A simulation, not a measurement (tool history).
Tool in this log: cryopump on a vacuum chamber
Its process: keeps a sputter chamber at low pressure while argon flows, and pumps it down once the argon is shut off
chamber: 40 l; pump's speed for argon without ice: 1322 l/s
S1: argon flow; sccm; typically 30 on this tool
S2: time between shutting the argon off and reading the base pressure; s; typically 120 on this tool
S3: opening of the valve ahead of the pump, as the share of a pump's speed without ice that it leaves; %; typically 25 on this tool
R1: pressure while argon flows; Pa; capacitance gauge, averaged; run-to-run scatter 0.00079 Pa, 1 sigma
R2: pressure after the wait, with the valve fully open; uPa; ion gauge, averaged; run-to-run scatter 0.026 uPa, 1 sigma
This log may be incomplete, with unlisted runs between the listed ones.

run,hour,S1,S2,S3,R1,R2
1,0,30,120,25,0.1535,1.3
2,47.8,30,120,25,0.1542,1.34
3,80.9,30,120,25,0.1539,1.38
4,121,30,120,25,0.1535,1.37
5,187,30,120,23,0.1694,1.46
6,242.9,30,120,23,0.1666,1.46
7,311.3,30,120,23,0.1676,1.56
8,378.1,30,120,48,0.083,1.57
9,443,30,120,48,0.084,1.59
10,481.9,29,29,18,0.2091,4.57
11,542.7,36,181,21,0.2252,1.4
12,615.8,36,181,21,0.2238,1.48
13,685.5,22,21,44,0.0676,6.12

For run 14, what comes out?
14,748.1,13,59,45,?,?

For run 14 the tool returned R1 0.039 Pa, R2 2.83 uPa.
Take away the tool's hidden state, keep the run-to-run variation as it was, and the same run would have given R1 0.037 Pa, R2 2.06 uPa.

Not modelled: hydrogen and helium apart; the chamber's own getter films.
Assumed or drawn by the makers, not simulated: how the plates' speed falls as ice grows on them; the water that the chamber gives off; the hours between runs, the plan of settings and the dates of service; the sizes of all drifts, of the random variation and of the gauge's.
